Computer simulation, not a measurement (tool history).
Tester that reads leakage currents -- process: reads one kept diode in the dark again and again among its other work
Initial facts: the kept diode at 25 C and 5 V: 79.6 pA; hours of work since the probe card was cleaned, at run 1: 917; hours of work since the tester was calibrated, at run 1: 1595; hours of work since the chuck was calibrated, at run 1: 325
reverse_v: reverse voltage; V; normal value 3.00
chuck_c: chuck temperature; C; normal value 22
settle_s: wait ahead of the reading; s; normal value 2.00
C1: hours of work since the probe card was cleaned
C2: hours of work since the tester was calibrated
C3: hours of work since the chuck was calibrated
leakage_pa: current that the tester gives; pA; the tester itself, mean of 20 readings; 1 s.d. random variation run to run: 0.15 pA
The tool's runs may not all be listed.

Run 1, hour 0.0: usual settings; C1 917; C2 1595; C3 325. Result: leakage_pa 51.62 pA.
Run 2, hour 33.9: usual settings; C1 937; C2 1616; C3 346. Result: leakage_pa 52.13 pA.
Run 3, hour 86.5: usual settings but settle_s 3.77 s; C1 969; C2 1647; C3 377. Result: leakage_pa 52.51 pA.
Run 4, hour 155.2: usual settings but chuck_c 37 C, settle_s 3.77 s; C1 1011; C2 1689; C3 419. Result: leakage_pa 162.97 pA.
Run 5, hour 194.0: usual settings but chuck_c 37 C, settle_s 3.77 s; C1 1034; C2 1713; C3 443. Result: leakage_pa 163.19 pA.
Run 6, hour 261.4: usual settings but chuck_c 37 C, settle_s 3.77 s; C1 1075; C2 1753; C3 483. Result: leakage_pa 164.07 pA.
Run 7, hour 328.1: usual settings but chuck_c 37 C, settle_s 3.77 s; C1 1115; C2 1794; C3 524. Result: leakage_pa 165.58 pA.
Run 8, hour 356.9: usual settings but settle_s 0.48 s; C1 1133; C2 1811; C3 541. Result: leakage_pa 54.60 pA.
Run 9, hour 426.9: usual settings but settle_s 0.48 s; C1 1175; C2 1853; C3 583. Result: leakage_pa 54.82 pA.
Run 10, hour 461.3: usual settings but settle_s 0.48 s; C1 1196; C2 1874; C3 604. Result: leakage_pa 55.27 pA.
Run 11, hour 507.5: usual settings but settle_s 0.48 s; C1 1224; C2 1902; C3 632. Result: leakage_pa 55.58 pA.
Run 12, hour 568.4: usual settings but settle_s 0.48 s; C1 1261; C2 1939; C3 669. Result: leakage_pa 56.07 pA.
Run 13, hour 615.0: usual settings but settle_s 0.48 s; C1 1289; C2 1967; C3 697. Result: leakage_pa 56.43 pA.
Run 14, hour 646.3: usual settings; C1 1308; C2 1986; C3 716. Result: leakage_pa 55.83 pA.
Run 15, hour 690.0: usual settings but chuck_c 20 C; C1 1334; C2 2012; C3 742. Result: leakage_pa 47.97 pA.
Run 16, hour 752.4: usual settings but chuck_c 20 C; C1 1372; C2 2050; C3 780. Result: leakage_pa 48.39 pA.
Run 17, hour 801.3: usual settings but chuck_c 20 C; C1 1401; C2 2080; C3 810. Result: leakage_pa 48.77 pA.
At hour 807.7: chuck's temperature calibrated.
Run 18, hour 867.5: usual settings but chuck_c 20 C; C1 1440; C2 2119; C3 36. Result: leakage_pa 51.85 pA.
Run 19, hour 899.0: usual settings but chuck_c 20 C; C1 1459; C2 2138; C3 55. Result: leakage_pa 52.33 pA.
At hour 935.6: chuck's temperature calibrated, once more.
Run 20, hour 967.2: usual settings but chuck_c 20 C; C1 1499; C2 2178; C3 19. Result: leakage_pa 44.54 pA.
Run 21, hour 1024.9: usual settings but reverse_v 5.99 V, chuck_c 21 C; C1 1534; C2 2212; C3 54. Result: leakage_pa 72.40 pA.
Run 22, hour 1091.3: usual settings but reverse_v 3.74 V; C1 1574; C2 2253; C3 94. Result: leakage_pa 59.78 pA.
Run 23, hour 1128.6: usual settings but settle_s 0.62 s; C1 1597; C2 2275; C3 117. Result: leakage_pa 53.13 pA.
Run 24, hour 1195.5: usual settings but chuck_c 26 C, settle_s 1.96 s; C1 1637; C2 2316; C3 157. Result: leakage_pa 71.55 pA.
Run 25, hour 1248.7: usual settings but chuck_c 26 C, settle_s 1.96 s; C1 1670; C2 2348; C3 189. Result: leakage_pa 72.80 pA.
Run 26, hour 1310.2: usual settings but chuck_c 26 C, settle_s 1.96 s; C1 1707; C2 2385; C3 227. Result: leakage_pa 73.21 pA.
Run 27, hour 1338.9: usual settings but settle_s 2.16 s; C1 1724; C2 2402; C3 244. Result: leakage_pa 54.15 pA.
Run 28, hour 1380.5: usual settings but settle_s 1.56 s; C1 1749; C2 2427; C3 269. Result: leakage_pa 54.45 pA.
Run 29, hour 1444.4: usual settings but reverse_v 19.40 V, chuck_c 26 C, settle_s 1.99 s; C1 1788; C2 2466; C3 308. Result: leakage_pa 217.55 pA.
Run 30, hour 1474.2: usual settings but reverse_v 1.08 V, chuck_c 30 C, settle_s 1.67 s; C1 1806; C2 2484; C3 326. Result: leakage_pa 56.97 pA.
Run 31, hour 1528.9: usual settings but reverse_v 1.38 V, chuck_c 30 C, settle_s 1.67 s; C1 1839; C2 2517; C3 359. Result: leakage_pa 65.14 pA.
Run 32, hour 1573.3: usual settings but reverse_v 8.44 V, chuck_c 38 C, settle_s 0.98 s; C1 1866; C2 2544; C3 386. Result: leakage_pa 320.39 pA.
Run 33, hour 1642.0: usual settings but reverse_v 5.46 V, chuck_c 46 C, settle_s 1.16 s; C1 1907; C2 2586; C3 427. Result: leakage_pa 443.58 pA.
Run 34, hour 1682.3: usual settings but reverse_v 1.66 V, chuck_c 34 C, settle_s 3.00 s; C1 1932; C2 2610; C3 451. Result: leakage_pa 98.67 pA.
Run 35, hour 1720.8: usual settings but reverse_v 1.66 V, chuck_c 56 C, settle_s 3.00 s; C1 1955; C2 2633; C3 475. Result: leakage_pa 456.06 pA.
Run 36, hour 1760.9: usual settings but chuck_c 34 C, settle_s 2.18 s; C1 1979; C2 2657; C3 499. Result: leakage_pa 137.81 pA.
Run 37, hour 1829.0: usual settings but chuck_c 34 C, settle_s 2.18 s; C1 2020; C2 2699; C3 540. Result: leakage_pa 138.24 pA.
Run 38, hour 1896.2: usual settings but reverse_v 2.45 V, chuck_c 35 C, settle_s 1.67 s; C1 2061; C2 2739; C3 581. Result: leakage_pa 133.89 pA.
Run 39, hour 1931.8: usual settings but reverse_v 1.96 V, chuck_c 29 C, settle_s 0.74 s; C1 2083; C2 2761; C3 602. Result: leakage_pa 76.16 pA.

Some steps in leakage_pa between neighbouring runs. How much of each would the tool show without its hidden state too (settings, what came in, random variation), and how much is left for the hidden state, with any gauge scatter that isn't in both results?
Hidden state present: stray current of the dirty probe card, pA a volt; current scale over the true one, %; true chuck temperature over the reading, C; drift of the gauge itself on leakage_pa, %.
Run 28 -> 29: reverse_v 3.00 -> 19.40, chuck_c 22 -> 26, settle_s 1.56 -> 1.99. leakage_pa +163.10 pA: hidden state +29.89, all else +133.21.
Run 29 -> 30: reverse_v 19.40 -> 1.08, chuck_c 26 -> 30, settle_s 1.99 -> 1.67. leakage_pa -160.58 pA: hidden state -31.59, all else -128.99.
Run 33 -> 34: reverse_v 5.46 -> 1.66, chuck_c 46 -> 34, settle_s 1.16 -> 3.00. leakage_pa -344.91 pA: hidden state -29.25, all else -315.66.
Run 34 -> 35: chuck_c 34 -> 56. leakage_pa +357.39 pA: hidden state +26.67, all else +330.72.
Run 35 -> 36: reverse_v 1.66 -> 3.00, chuck_c 56 -> 34, settle_s 3.00 -> 2.18. leakage_pa -318.25 pA: hidden state -20.89, all else -297.36.

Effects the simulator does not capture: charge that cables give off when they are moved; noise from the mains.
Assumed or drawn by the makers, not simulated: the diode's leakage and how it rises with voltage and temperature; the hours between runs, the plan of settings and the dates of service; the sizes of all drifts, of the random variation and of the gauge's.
